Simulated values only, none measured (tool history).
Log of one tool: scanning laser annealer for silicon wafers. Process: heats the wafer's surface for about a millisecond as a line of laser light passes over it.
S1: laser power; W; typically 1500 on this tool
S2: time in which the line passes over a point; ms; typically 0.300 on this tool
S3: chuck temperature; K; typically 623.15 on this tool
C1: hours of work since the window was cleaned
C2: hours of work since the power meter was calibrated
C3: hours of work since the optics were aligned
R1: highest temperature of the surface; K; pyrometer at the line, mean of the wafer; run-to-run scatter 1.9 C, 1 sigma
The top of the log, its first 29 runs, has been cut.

run	hour	S1	S2	S3	C1	C2	C3	R1
30	327.1	1308	0.300	623.15	93	56	185	1282.15
31	338.0	1354	0.300	623.15	101	64	193	1307.15
32	350.3	1354	0.300	623.15	110	73	202	1307.15
33	364.5	1354	0.300	623.15	121	84	213	1307.15
34	376.8	1276	0.236	606.15	130	93	222	1176.15
35	388.6	1509	0.300	644.15	138	101	231	1410.15
36	396.6	1291	0.300	639.15	144	107	237	1286.15
37	409.2	1500	0.249	601.15	154	117	246	1297.15
38	415.5	1500	0.249	601.15	158	121	251	1298.15
39	425.6	1471	0.278	650.15	166	129	258	1368.15
40	439.5	1471	0.278	650.15	176	139	268	1367.15
41	454.7	1500	0.300	636.15	187	150	280	1397.15
42	462.8	1500	0.300	611.15	193	156	286	1370.15

Branching from run 42: 3 alternative next runs. What would each branch give?
A	477.9	1500	0.285	640.15	204	167	297	?
B	477.9	1361	0.313	659.15	204	167	297	?
C	477.9	1586	0.269	654.15	204	167	297	?

run	R1
A	1376.15
B	1354.15
C	1418.15
Without the tool's unlogged condition, the same runs would have read:
run	R1
A	1396.15
B	1374.15
C	1439.15

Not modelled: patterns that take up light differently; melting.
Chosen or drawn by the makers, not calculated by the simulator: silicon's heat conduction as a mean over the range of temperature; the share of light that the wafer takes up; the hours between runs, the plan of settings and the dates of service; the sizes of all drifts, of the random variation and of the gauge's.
